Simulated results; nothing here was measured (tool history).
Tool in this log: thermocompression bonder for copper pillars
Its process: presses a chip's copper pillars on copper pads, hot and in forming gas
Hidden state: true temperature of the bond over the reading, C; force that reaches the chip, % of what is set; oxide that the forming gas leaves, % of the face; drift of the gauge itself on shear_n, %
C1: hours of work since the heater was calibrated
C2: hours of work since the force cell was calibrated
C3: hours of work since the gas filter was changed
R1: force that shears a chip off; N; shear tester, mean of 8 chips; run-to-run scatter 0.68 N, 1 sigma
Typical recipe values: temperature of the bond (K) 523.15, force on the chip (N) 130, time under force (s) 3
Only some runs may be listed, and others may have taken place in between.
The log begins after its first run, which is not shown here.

Run 2, hour 70.8: usual settings; C1 831; C2 1149; C3 369. Result: R1 48.5 N.
Run 3, hour 144.9: usual settings; C1 886; C2 1204; C3 424. Result: R1 48.8 N.
Run 4, hour 200.5: usual settings; C1 928; C2 1246; C3 466. Result: R1 48.1 N.
At hour 238.8: forming gas filter changed.
Run 5, hour 280.8: usual settings; C1 987; C2 1305; C3 31. Result: R1 52.2 N.
At hour 326.8: heater calibrated with a thermocouple chip.
Run 6, hour 338.7: usual settings; C1 9; C2 1347; C3 73. Result: R1 55.1 N.
Run 7, hour 416.7: usual settings but temperature of the bond (K) 533.15; C1 67; C2 1405; C3 131. Result: R1 64.0 N.
Run 8, hour 451.8: usual settings but temperature of the bond (K) 533.15; C1 93; C2 1431; C3 157. Result: R1 63.1 N.
Run 9, hour 515.0: usual settings but force on the chip (N) 89; C1 140; C2 1478; C3 204. Result: R1 40.8 N.
Run 10, hour 599.2: usual settings; C1 203; C2 1541; C3 267. Result: R1 55.3 N.
At hour 662.3: heater calibrated with a thermocouple chip, once more.
Run 11, hour 676.5: usual settings but force on the chip (N) 126; C1 11; C2 1597; C3 323. Result: R1 40.6 N.
Run 12, hour 733.9: usual settings but force on the chip (N) 126; C1 53; C2 1640; C3 366. Result: R1 41.7 N.
Run 13, hour 774.4: usual settings but force on the chip (N) 126; C1 84; C2 1670; C3 396. Result: R1 39.6 N.
Run 14, hour 831.2: usual settings; C1 126; C2 1713; C3 439. Result: R1 40.4 N.
Run 15, hour 900.0: usual settings; C1 177; C2 1764; C3 490. Result: R1 41.1 N.
At hour 905.7: forming gas filter changed.
At hour 962.0: force cell calibrated.
Run 16, hour 976.6: usual settings; C1 233; C2 11; C3 52. Result: R1 48.5 N.
Run 17, hour 1016.9: usual settings; C1 263; C2 41; C3 82. Result: R1 49.4 N.
Run 18, hour 1074.9: usual settings but temperature of the bond (K) 546.15; C1 306; C2 84; C3 125. Result: R1 65.1 N.
Run 19, hour 1136.3: usual settings but temperature of the bond (K) 546.15; C1 352; C2 130; C3 171. Result: R1 66.7 N.
Run 20, hour 1192.0: usual settings but temperature of the bond (K) 503.15, force on the chip (N) 86, time under force (s) 5; C1 393; C2 171; C3 212. Result: R1 31.3 N.
Run 21, hour 1271.3: usual settings but temperature of the bond (K) 507.15, time under force (s) 2; C1 452; C2 231; C3 271. Result: R1 30.6 N.
Run 22, hour 1324.4: usual settings but temperature of the bond (K) 512.15; C1 492; C2 270; C3 311. Result: R1 39.1 N.
Run 23, hour 1371.8: usual settings but force on the chip (N) 101; C1 527; C2 305; C3 346. Result: R1 39.2 N.
Run 24, hour 1429.0: usual settings but temperature of the bond (K) 534.15, force on the chip (N) 93; C1 570; C2 348; C3 389. Result: R1 43.5 N.

Expected results for the next run?
Run 25, hour 1492.1: usual settings; C1 617; C2 395; C3 436. Result: R1 ?.

For run 25 the tool returned R1 48.3 N.
With no hidden state in the tool, this same run would have given R1 48.1 N.
